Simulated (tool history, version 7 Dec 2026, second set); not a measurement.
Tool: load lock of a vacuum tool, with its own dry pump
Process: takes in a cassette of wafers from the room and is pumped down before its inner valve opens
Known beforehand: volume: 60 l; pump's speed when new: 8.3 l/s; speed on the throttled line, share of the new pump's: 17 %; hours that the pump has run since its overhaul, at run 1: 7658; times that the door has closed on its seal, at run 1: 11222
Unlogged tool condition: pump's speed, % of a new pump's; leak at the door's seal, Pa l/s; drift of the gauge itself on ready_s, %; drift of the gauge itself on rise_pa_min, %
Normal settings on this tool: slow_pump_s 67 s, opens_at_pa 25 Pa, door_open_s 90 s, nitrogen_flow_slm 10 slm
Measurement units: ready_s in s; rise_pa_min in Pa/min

run,day,slow_pump_s,opens_at_pa,door_open_s,nitrogen_flow_slm,hours that the pump has run since its overhaul,times that the door has closed on its seal,"incoming humidity of the room's air, %",ready_s,rise_pa_min
1,0.000,67,25,90,10,7658,11222,46.6,122.4,0.127
2,2.575,67,25,90,10,7720,11457,42.7,122.2,0.119
3,6.379,67,25,90,6,7811,11804,43.0,123.3,0.131
4,10.508,67,25,87,10,7911,12181,41.7,122.5,0.124
5,12.817,67,25,87,13,7966,12392,44.4,122.2,0.123
6,15.546,67,25,87,13,8031,12641,43.1,122.5,0.124
7,17.817,110,25,90,10,8086,12849,51.0,155.7,0.136
8,21.512,67,25,90,18,8175,13186,43.7,123.0,0.123
9,24.379,67,25,90,19,8243,13448,42.8,122.2,0.125
10,28.054,66,37,224,19,8332,13784,44.8,117.4,0.150
11,32.308,66,31,224,10,8434,14172,44.5,119.5,0.177
12,37.129,57,35,40,10,8549,14612,47.3,110.7,0.136
13,41.250,67,23,90,10,8648,14989,44.4,123.1,0.153

Each row is a separate what-if for the run after 13, all from the same tool condition, not one after another. Results?
A,44.317,88,41,90,5,8722,15269,45.4,?,?
B,44.317,67,21,90,10,8722,15269,45.1,?,?
C,44.317,67,50,102,12,8722,15269,46.6,?,?
D,44.317,40,47,90,31,8722,15269,46.1,?,?

run,ready_s,rise_pa_min
A,133.9,0.178
B,124.8,0.156
C,117.4,0.157
D,94.6,0.133
With the hidden condition removed and each run's random variation left untouched, the same runs would have given:
run,ready_s,rise_pa_min
A,128.0,0.069
B,117.4,0.050
C,111.2,0.050
D,87.7,0.027
